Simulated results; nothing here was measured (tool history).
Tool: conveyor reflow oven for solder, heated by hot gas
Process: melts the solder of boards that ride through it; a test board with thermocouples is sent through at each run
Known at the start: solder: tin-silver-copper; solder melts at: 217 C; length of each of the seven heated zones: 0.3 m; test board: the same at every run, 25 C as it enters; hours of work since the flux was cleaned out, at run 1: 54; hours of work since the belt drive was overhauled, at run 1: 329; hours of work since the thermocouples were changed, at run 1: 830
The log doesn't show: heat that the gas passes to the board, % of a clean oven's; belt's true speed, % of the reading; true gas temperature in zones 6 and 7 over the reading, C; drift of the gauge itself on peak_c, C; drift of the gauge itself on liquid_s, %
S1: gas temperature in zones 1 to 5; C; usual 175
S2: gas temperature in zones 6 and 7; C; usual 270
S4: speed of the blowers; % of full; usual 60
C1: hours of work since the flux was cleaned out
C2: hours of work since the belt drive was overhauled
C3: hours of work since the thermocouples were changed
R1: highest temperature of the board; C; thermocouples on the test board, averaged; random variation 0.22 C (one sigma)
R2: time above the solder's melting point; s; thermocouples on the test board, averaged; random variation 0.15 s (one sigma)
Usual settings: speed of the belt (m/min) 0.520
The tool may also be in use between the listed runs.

run 1 hour=0.0 | S1=175 S2=270 speed_of_the_belt_(m/min)=0.520 S4=60 | C1=54 C2=329 C3=830 | R1=253.0 R2=52.7
run 2 hour=24.8 | S1=175 S2=272 speed_of_the_belt_(m/min)=0.520 S4=60 | C1=66 C2=341 C3=842 | R1=254.3 R2=53.8
run 3 hour=43.3 | S1=175 S2=272 speed_of_the_belt_(m/min)=0.520 S4=60 | C1=75 C2=351 C3=851 | R1=254.7 R2=53.8
-- hour=48.8 belt drive overhauled, speed set with a stopwatch
run 4 hour=72.6 | S1=175 S2=270 speed_of_the_belt_(m/min)=0.520 S4=60 | C1=88 C2=12 C3=864 | R1=252.6 R2=52.4
run 5 hour=83.5 | S1=175 S2=270 speed_of_the_belt_(m/min)=0.520 S4=60 | C1=93 C2=17 C3=869 | R1=253.0 R2=52.7
run 6 hour=98.6 | S1=188 S2=280 speed_of_the_belt_(m/min)=0.497 S4=72 | C1=101 C2=25 C3=877 | R1=268.0 R2=68.0
run 7 hour=123.0 | S1=188 S2=280 speed_of_the_belt_(m/min)=0.497 S4=72 | C1=113 C2=37 C3=889 | R1=267.6 R2=68.1

The next listed run, before its measurement:
run 8 hour=133.2 | S1=188 S2=280 speed_of_the_belt_(m/min)=0.435 S4=55 | C1=118 C2=42 C3=894 | R1=? R2=?

{"run 8": {"R1": 267.3, "R2": 77.5}}
Without the tool's hidden state the same run would have given R1 269.1 C, R2 77.8 s.
